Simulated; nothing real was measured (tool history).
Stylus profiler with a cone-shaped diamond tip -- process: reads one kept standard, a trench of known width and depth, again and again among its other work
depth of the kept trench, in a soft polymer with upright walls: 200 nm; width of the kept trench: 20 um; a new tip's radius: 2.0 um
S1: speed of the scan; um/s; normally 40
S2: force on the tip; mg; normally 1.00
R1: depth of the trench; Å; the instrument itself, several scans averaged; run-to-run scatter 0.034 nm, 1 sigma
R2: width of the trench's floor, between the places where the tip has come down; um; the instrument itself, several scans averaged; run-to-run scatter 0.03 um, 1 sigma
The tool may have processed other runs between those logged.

| run | day | S1 | S2 | R1 | R2 |
|---|---|---|---|---|---|
| 1 | 0.000 | 40 | 1.00 | 2012.8 | 17.76 |
| 2 | 0.567 | 40 | 1.00 | 2013.6 | 17.84 |
| 3 | 1.946 | 40 | 1.29 | 2016.1 | 17.79 |
| 4 | 2.725 | 40 | 1.29 | 2015.7 | 17.83 |
| 5 | 3.442 | 40 | 0.64 | 2009.3 | 17.68 |
| 6 | 4.333 | 40 | 0.64 | 2008.8 | 17.69 |
| 7 | 5.442 | 40 | 1.00 | 2013.0 | 17.78 |
| 8 | 6.542 | 79 | 0.92 | 2012.0 | 17.42 |
| 9 | 7.817 | 145 | 1.69 | 2019.9 | 17.17 |
| 10 | 8.558 | 143 | 2.81 | 2028.5 | 17.40 |
| 11 | 9.792 | 53 | 1.00 | 2012.5 | 17.65 |
| 12 | 10.867 | 78 | 1.00 | 2012.7 | 17.44 |
| 13 | 12.100 | 31 | 1.37 | 2016.4 | 17.76 |
| 14 | 13.479 | 31 | 1.37 | 2016.4 | 17.80 |

Forecast each of these 3 alternatives for the next run:
| A | 14.658 | 58 | 1.37 | ? | ? |
| B | 14.658 | 18 | 0.54 | ? | ? |
| C | 14.658 | 20 | 0.35 | ? | ? |

| run | R1 | R2 |
|---|---|---|
| A | 2016.8 | 17.63 |
| B | 2007.0 | 17.83 |
| C | 2004.1 | 17.73 |
Without the tool's hidden state the same runs would have given:
| run | R1 | R2 |
|---|---|---|
| A | 2020.4 | 17.86 |
| B | 2010.6 | 18.07 |
| C | 2007.8 | 17.96 |
